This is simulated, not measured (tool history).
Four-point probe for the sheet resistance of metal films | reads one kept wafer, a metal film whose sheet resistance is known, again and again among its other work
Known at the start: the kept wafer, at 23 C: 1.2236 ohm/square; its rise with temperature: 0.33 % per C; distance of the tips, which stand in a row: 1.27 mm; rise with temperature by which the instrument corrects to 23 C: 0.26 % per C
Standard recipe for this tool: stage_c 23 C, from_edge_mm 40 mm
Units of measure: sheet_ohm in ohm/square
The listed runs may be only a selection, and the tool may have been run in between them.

| run | hour | stage_c | from_edge_mm | sheet_ohm |
|---|---|---|---|---|
| 1 | 0 | 23 | 40 | 1.220514 |
| 2 | 40.7 | 23 | 40 | 1.220839 |
| 3 | 80.9 | 23 | 40 | 1.220681 |
| 4 | 112.7 | 23 | 40 | 1.220344 |
| 5 | 146.5 | 23 | 40 | 1.219768 |
| 6 | 165.9 | 23 | 40 | 1.220002 |
| 7 | 201.6 | 23 | 39 | 1.220121 |
| 8 | 248.7 | 23 | 39 | 1.219547 |
| 9 | 272.5 | 23 | 40 | 1.219671 |
| 10 | 299.6 | 23 | 40 | 1.219313 |
| 11 | 324.2 | 21 | 40 | 1.217381 |

What does the tool deliver on the next run?
| 12 | 372.4 | 21 | 40 | ? |

sheet_ohm: 1.217505 ohm/square
On a tool with no hidden condition, and with the same random variation, this run would have come out at sheet_ohm 1.22245 ohm/square.

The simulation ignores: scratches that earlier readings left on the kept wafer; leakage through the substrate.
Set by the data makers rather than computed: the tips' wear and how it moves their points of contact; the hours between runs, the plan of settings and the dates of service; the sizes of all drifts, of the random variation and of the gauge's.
